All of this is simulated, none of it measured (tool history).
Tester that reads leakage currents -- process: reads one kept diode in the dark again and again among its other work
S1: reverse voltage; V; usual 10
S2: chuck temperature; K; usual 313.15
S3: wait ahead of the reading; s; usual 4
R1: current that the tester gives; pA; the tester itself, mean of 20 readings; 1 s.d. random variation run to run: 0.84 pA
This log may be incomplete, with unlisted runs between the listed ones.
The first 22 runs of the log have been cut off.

run	hour	S1	S2	S3	R1
23	3802.2	1.9	304.15	0.59	76.07
# hour 4018.5: chuck's temperature calibrated
24	4023.8	1.9	319.15	1.07	206.07
25	4202.9	1.9	319.15	1.07	210.01
26	4386.4	1.3	320.15	0.97	192.74
27	4632	19.4	313.15	4	447.2
28	4805.3	8.5	294.15	0.44	81.18
29	4921.3	17.9	297.15	4	149.54
30	5056.5	17.4	294.15	1.19	128.75
31	5252.1	2	298.15	4.04	49.13
32	5436.6	3.7	298.15	0.42	72.47
# hour 5515.8: probe card cleaned and baked
33	5567	10	313.15	9.26	335.99
# hour 5583.7: chuck's temperature calibrated
34	5740.2	15	306.15	0.32	206.9
35	5850	11.5	302.15	1.56	128.43

4 ways to go on from here, each from the tool as it stands after run 35. What would each give?
A	6088.3	15.9	331.15	1.24	?
B	6088.3	1.6	324.15	0.55	?
C	6088.3	2.1	309.15	1.22	?
D	6088.3	5.2	293.15	1.52	?

run	R1
A	1400.9
B	285.69
C	103.83
D	43.19
Take away the tool's hidden state, keep each run's random variation, and the runs would have read:
run	R1
A	1340.4
B	273.49
C	98.27
D	38.85
